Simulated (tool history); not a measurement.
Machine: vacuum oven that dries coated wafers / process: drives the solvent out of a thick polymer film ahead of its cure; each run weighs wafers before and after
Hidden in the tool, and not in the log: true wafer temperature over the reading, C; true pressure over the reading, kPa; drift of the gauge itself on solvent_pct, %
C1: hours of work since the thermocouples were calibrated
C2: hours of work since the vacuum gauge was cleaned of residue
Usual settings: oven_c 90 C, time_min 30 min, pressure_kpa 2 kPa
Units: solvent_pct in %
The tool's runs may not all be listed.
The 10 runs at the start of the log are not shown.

{"run": 11, "day": 16.004, "oven_c": 90, "time_min": 30, "pressure_kpa": 2, "C1": 349, "C2": 1223, "solvent_pct": 3.97}
{"run": 12, "day": 17.704, "oven_c": 92, "time_min": 30, "pressure_kpa": 2, "C1": 368, "C2": 1242, "solvent_pct": 3.41}
{"run": 13, "day": 18.962, "oven_c": 92, "time_min": 30, "pressure_kpa": 2, "C1": 382, "C2": 1256, "solvent_pct": 3.41}
{"run": 14, "day": 20.708, "oven_c": 105, "time_min": 30, "pressure_kpa": 2, "C1": 401, "C2": 1275, "solvent_pct": 1.12}
{"run": 15, "day": 21.754, "oven_c": 103, "time_min": 30, "pressure_kpa": 2, "C1": 412, "C2": 1286, "solvent_pct": 1.33}
{"run": 16, "day": 23.171, "oven_c": 103, "time_min": 30, "pressure_kpa": 2, "C1": 428, "C2": 1302, "solvent_pct": 1.32}
{"run": 17, "day": 25.321, "oven_c": 103, "time_min": 30, "pressure_kpa": 2, "C1": 451, "C2": 1326, "solvent_pct": 1.32}
{"run": 18, "day": 27.546, "oven_c": 103, "time_min": 30, "pressure_kpa": 2, "C1": 476, "C2": 1350, "solvent_pct": 1.32}
{"run": 19, "day": 30.017, "oven_c": 90, "time_min": 30, "pressure_kpa": 1.27, "C1": 503, "C2": 1377, "solvent_pct": 3.62}
{"run": 20, "day": 31.208, "oven_c": 90, "time_min": 30, "pressure_kpa": 1.27, "C1": 516, "C2": 1390, "solvent_pct": 3.59}
{"run": 21, "day": 32.233, "oven_c": 90, "time_min": 30, "pressure_kpa": 1.27, "C1": 527, "C2": 1402, "solvent_pct": 3.63}
{"run": 22, "day": 33.538, "oven_c": 76, "time_min": 30, "pressure_kpa": 2, "C1": 542, "C2": 1416, "solvent_pct": 8.79}
{"run": 23, "day": 34.75, "oven_c": 76, "time_min": 30, "pressure_kpa": 2, "C1": 555, "C2": 1429, "solvent_pct": 8.74}
{"run": 24, "day": 36.683, "oven_c": 76, "time_min": 30, "pressure_kpa": 2, "C1": 576, "C2": 1450, "solvent_pct": 8.76}

Estimate the outcome of run 25 from the log above:
{"run": 25, "day": 38.488, "oven_c": 90, "time_min": 30, "pressure_kpa": 1.23, "C1": 596, "C2": 1470, "solvent_pct": "?"}

{"run 25": {"solvent_pct": 3.59}}
Had the tool carried no hidden state, the very same run would have given solvent_pct 3.5 %.

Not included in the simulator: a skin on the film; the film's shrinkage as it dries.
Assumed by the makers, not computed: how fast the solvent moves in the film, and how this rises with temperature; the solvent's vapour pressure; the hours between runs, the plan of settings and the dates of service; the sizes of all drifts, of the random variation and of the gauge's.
